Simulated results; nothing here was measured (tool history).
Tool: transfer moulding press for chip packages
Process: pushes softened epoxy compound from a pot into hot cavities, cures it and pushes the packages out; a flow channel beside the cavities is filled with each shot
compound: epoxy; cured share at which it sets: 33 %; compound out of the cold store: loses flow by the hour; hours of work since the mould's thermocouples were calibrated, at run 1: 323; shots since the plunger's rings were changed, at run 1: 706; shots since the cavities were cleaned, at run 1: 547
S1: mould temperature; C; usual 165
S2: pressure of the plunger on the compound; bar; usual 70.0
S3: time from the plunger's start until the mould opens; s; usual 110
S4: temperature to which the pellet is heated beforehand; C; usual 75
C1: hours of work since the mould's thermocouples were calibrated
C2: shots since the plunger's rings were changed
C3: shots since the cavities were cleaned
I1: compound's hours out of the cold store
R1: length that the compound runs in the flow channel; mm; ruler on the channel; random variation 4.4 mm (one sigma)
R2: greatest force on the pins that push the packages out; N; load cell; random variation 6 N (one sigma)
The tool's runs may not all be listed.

run 1 hour=0.0 | S1=165 S2=70.0 S3=110 S4=75 | C1=323 C2=706 C3=547 | I1=19.1 | R1=783 R2=296
-- hour=12.4 cavities cleaned with cleaning compound and waxed
run 2 hour=15.9 | S1=165 S2=70.0 S3=110 S4=75 | C1=331 C2=826 C3=29 | I1=28.9 | R1=755 R2=221
run 3 hour=29.5 | S1=165 S2=70.0 S3=110 S4=75 | C1=339 C2=938 C3=141 | I1=23.7 | R1=782 R2=237
run 4 hour=46.2 | S1=165 S2=70.0 S3=110 S4=75 | C1=348 C2=1077 C3=280 | I1=30.5 | R1=765 R2=255
run 5 hour=57.0 | S1=165 S2=70.0 S3=110 S4=75 | C1=353 C2=1166 C3=369 | I1=27.5 | R1=764 R2=253
run 6 hour=68.0 | S1=165 S2=70.0 S3=110 S4=75 | C1=359 C2=1258 C3=461 | I1=24.0 | R1=770 R2=282
run 7 hour=82.2 | S1=165 S2=70.0 S3=110 S4=75 | C1=367 C2=1375 C3=578 | I1=46.7 | R1=712 R2=280
-- hour=90.7 cavities cleaned with cleaning compound and waxed
run 8 hour=100.6 | S1=165 S2=64.5 S3=110 S4=75 | C1=376 C2=1515 C3=82 | I1=12.1 | R1=775 R2=249
run 9 hour=110.1 | S1=165 S2=64.5 S3=110 S4=75 | C1=381 C2=1594 C3=161 | I1=37.0 | R1=708 R2=242
run 10 hour=123.8 | S1=165 S2=64.5 S3=110 S4=75 | C1=389 C2=1708 C3=275 | I1=39.1 | R1=699 R2=264
run 11 hour=131.8 | S1=165 S2=70.0 S3=110 S4=75 | C1=393 C2=1775 C3=342 | I1=25.5 | R1=767 R2=265
run 12 hour=148.9 | S1=165 S2=70.0 S3=110 S4=75 | C1=402 C2=1916 C3=483 | I1=15.2 | R1=793 R2=271
run 13 hour=161.9 | S1=165 S2=70.0 S3=110 S4=75 | C1=409 C2=2024 C3=591 | I1=40.8 | R1=730 R2=297
-- hour=168.6 cavities cleaned with cleaning compound and waxed
run 14 hour=180.5 | S1=165 S2=70.0 S3=110 S4=75 | C1=419 C2=2166 C3=99 | I1=10.1 | R1=797 R2=227
run 15 hour=189.1 | S1=165 S2=70.0 S3=110 S4=75 | C1=423 C2=2237 C3=170 | I1=27.8 | R1=749 R2=240
run 16 hour=206.4 | S1=165 S2=70.0 S3=110 S4=75 | C1=433 C2=2380 C3=313 | I1=39.5 | R1=726 R2=258
run 17 hour=221.2 | S1=165 S2=70.0 S3=110 S4=75 | C1=441 C2=2503 C3=436 | I1=28.4 | R1=748 R2=261
run 18 hour=233.9 | S1=165 S2=70.0 S3=91 S4=76 | C1=447 C2=2608 C3=541 | I1=36.2 | R1=720 R2=376
-- hour=247.3 cavities cleaned with cleaning compound and waxed
run 19 hour=254.1 | S1=165 S2=70.0 S3=91 S4=76 | C1=458 C2=2764 C3=57 | I1=39.3 | R1=725 R2=293
run 20 hour=263.6 | S1=164 S2=54.0 S3=110 S4=75 | C1=463 C2=2842 C3=135 | I1=40.6 | R1=637 R2=235
run 21 hour=278.9 | S1=164 S2=54.0 S3=110 S4=75 | C1=471 C2=2970 C3=263 | I1=38.1 | R1=634 R2=262
run 22 hour=292.5 | S1=164 S2=54.0 S3=110 S4=75 | C1=478 C2=3082 C3=375 | I1=10.8 | R1=694 R2=292
run 23 hour=307.5 | S1=164 S2=54.0 S3=110 S4=75 | C1=486 C2=3207 C3=500 | I1=23.7 | R1=661 R2=304
run 24 hour=317.8 | S1=164 S2=53.3 S3=110 S4=70 | C1=492 C2=3292 C3=585 | I1=10.3 | R1=692 R2=314
-- hour=325.5 cavities cleaned with cleaning compound and waxed
run 25 hour=329.7 | S1=157 S2=53.3 S3=126 S4=70 | C1=498 C2=3379 C3=35 | I1=27.4 | R1=676 R2=303
run 26 hour=338.4 | S1=157 S2=62.7 S3=126 S4=70 | C1=502 C2=3450 C3=106 | I1=23.6 | R1=740 R2=336
run 27 hour=356.0 | S1=157 S2=66.4 S3=111 S4=70 | C1=512 C2=3597 C3=253 | I1=11.6 | R1=796 R2=474
run 28 hour=370.3 | S1=160 S2=66.3 S3=129 S4=68 | C1=520 C2=3715 C3=371 | I1=36.0 | R1=729 R2=277
run 29 hour=383.6 | S1=160 S2=68.2 S3=129 S4=68 | C1=527 C2=3825 C3=481 | I1=44.7 | R1=700 R2=280

Forecast each of these 3 alternatives for the next run:
run A hour=391.8 | S1=160 S2=68.2 S3=114 S4=68 | C1=531 C2=3893 C3=549 | I1=31.5 | R1=? R2=?
run B hour=391.8 | S1=159 S2=68.2 S3=129 S4=71 | C1=531 C2=3893 C3=549 | I1=46.3 | R1=? R2=?
run C hour=391.8 | S1=160 S2=68.2 S3=129 S4=79 | C1=531 C2=3893 C3=549 | I1=40.8 | R1=? R2=?

run=A R1=737 R2=363
run=B R1=707 R2=308
run=C R1=723 R2=299
Without the tool's hidden state the same runs would have given:
run=A R1=771 R2=302
run=B R1=740 R2=250
run=C R1=756 R2=240
